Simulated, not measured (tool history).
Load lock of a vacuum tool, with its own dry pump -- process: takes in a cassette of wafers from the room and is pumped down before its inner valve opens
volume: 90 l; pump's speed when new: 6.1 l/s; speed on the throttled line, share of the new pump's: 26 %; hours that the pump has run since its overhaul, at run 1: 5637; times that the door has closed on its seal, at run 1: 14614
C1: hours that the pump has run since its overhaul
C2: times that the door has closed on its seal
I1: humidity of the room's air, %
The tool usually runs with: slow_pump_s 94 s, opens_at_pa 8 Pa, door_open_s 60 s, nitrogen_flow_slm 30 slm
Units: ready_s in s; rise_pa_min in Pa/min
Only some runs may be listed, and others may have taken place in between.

run 1 day=0.000 | slow_pump_s=94 opens_at_pa=8 door_open_s=60 nitrogen_flow_slm=30 | C1=5637 C2=14614 | I1=47.2 | ready_s=216.5 rise_pa_min=0.079
run 2 day=5.904 | slow_pump_s=94 opens_at_pa=8 door_open_s=60 nitrogen_flow_slm=30 | C1=5779 C2=15030 | I1=45.3 | ready_s=218.6 rise_pa_min=0.085
run 3 day=10.379 | slow_pump_s=94 opens_at_pa=8 door_open_s=60 nitrogen_flow_slm=30 | C1=5886 C2=15345 | I1=45.1 | ready_s=218.2 rise_pa_min=0.077
run 4 day=18.229 | slow_pump_s=94 opens_at_pa=8 door_open_s=60 nitrogen_flow_slm=30 | C1=6074 C2=15898 | I1=44.3 | ready_s=222.1 rise_pa_min=0.086
run 5 day=23.358 | slow_pump_s=94 opens_at_pa=8 door_open_s=60 nitrogen_flow_slm=30 | C1=6197 C2=16260 | I1=48.7 | ready_s=217.7 rise_pa_min=0.084
run 6 day=29.529 | slow_pump_s=94 opens_at_pa=7 door_open_s=60 nitrogen_flow_slm=30 | C1=6346 C2=16695 | I1=44.4 | ready_s=221.1 rise_pa_min=0.093
run 7 day=37.829 | slow_pump_s=94 opens_at_pa=7 door_open_s=60 nitrogen_flow_slm=30 | C1=6545 C2=17279 | I1=45.6 | ready_s=221.1 rise_pa_min=0.088
run 8 day=43.679 | slow_pump_s=94 opens_at_pa=7 door_open_s=60 nitrogen_flow_slm=30 | C1=6685 C2=17692 | I1=47.1 | ready_s=224.1 rise_pa_min=0.095
run 9 day=51.254 | slow_pump_s=94 opens_at_pa=7 door_open_s=60 nitrogen_flow_slm=24 | C1=6867 C2=18225 | I1=43.2 | ready_s=222.9 rise_pa_min=0.092
run 10 day=59.662 | slow_pump_s=86 opens_at_pa=15 door_open_s=49 nitrogen_flow_slm=21 | C1=7069 C2=18818 | I1=47.5 | ready_s=205.0 rise_pa_min=0.108
run 11 day=67.112 | slow_pump_s=94 opens_at_pa=10 door_open_s=60 nitrogen_flow_slm=15 | C1=7248 C2=19343 | I1=41.4 | ready_s=216.1 rise_pa_min=0.106
run 12 day=76.175 | slow_pump_s=94 opens_at_pa=10 door_open_s=60 nitrogen_flow_slm=15 | C1=7465 C2=19981 | I1=42.4 | ready_s=219.9 rise_pa_min=0.108
run 13 day=83.721 | slow_pump_s=158 opens_at_pa=11 door_open_s=60 nitrogen_flow_slm=15 | C1=7646 C2=20513 | I1=50.3 | ready_s=260.3 rise_pa_min=0.117
run 14 day=88.458 | slow_pump_s=158 opens_at_pa=11 door_open_s=60 nitrogen_flow_slm=15 | C1=7760 C2=20847 | I1=44.2 | ready_s=263.5 rise_pa_min=0.114
run 15 day=97.000 | slow_pump_s=166 opens_at_pa=7 door_open_s=60 nitrogen_flow_slm=30 | C1=7965 C2=21449 | I1=45.4 | ready_s=275.1 rise_pa_min=0.111
run 16 day=106.125 | slow_pump_s=166 opens_at_pa=7 door_open_s=60 nitrogen_flow_slm=30 | C1=8184 C2=22092 | I1=45.9 | ready_s=275.8 rise_pa_min=0.111
run 17 day=114.433 | slow_pump_s=94 opens_at_pa=16 door_open_s=60 nitrogen_flow_slm=10 | C1=8383 C2=22677 | I1=44.0 | ready_s=212.3 rise_pa_min=0.126
run 18 day=118.700 | slow_pump_s=94 opens_at_pa=9 door_open_s=61 nitrogen_flow_slm=16 | C1=8486 C2=22978 | I1=42.6 | ready_s=222.1 rise_pa_min=0.130

4 options for the next run, each taken on its own from the tool as it stands now. Forecast them:
run A day=124.729 | slow_pump_s=94 opens_at_pa=8 door_open_s=197 nitrogen_flow_slm=30 | C1=8630 C2=23403 | I1=46.3 | ready_s=? rise_pa_min=?
run B day=124.729 | slow_pump_s=94 opens_at_pa=9 door_open_s=60 nitrogen_flow_slm=30 | C1=8630 C2=23403 | I1=46.7 | ready_s=? rise_pa_min=?
run C day=124.729 | slow_pump_s=94 opens_at_pa=9 door_open_s=56 nitrogen_flow_slm=16 | C1=8630 C2=23403 | I1=41.4 | ready_s=? rise_pa_min=?
run D day=124.729 | slow_pump_s=55 opens_at_pa=7 door_open_s=61 nitrogen_flow_slm=6 | C1=8630 C2=23403 | I1=47.4 | ready_s=? rise_pa_min=?

run=A ready_s=227.8 rise_pa_min=0.136
run=B ready_s=224.0 rise_pa_min=0.120
run=C ready_s=223.7 rise_pa_min=0.122
run=D ready_s=198.0 rise_pa_min=0.140
With no hidden state in the tool, these same runs would have given:
run=A ready_s=211.9 rise_pa_min=0.039
run=B ready_s=208.8 rise_pa_min=0.024
run=C ready_s=208.5 rise_pa_min=0.026
run=D ready_s=181.1 rise_pa_min=0.045
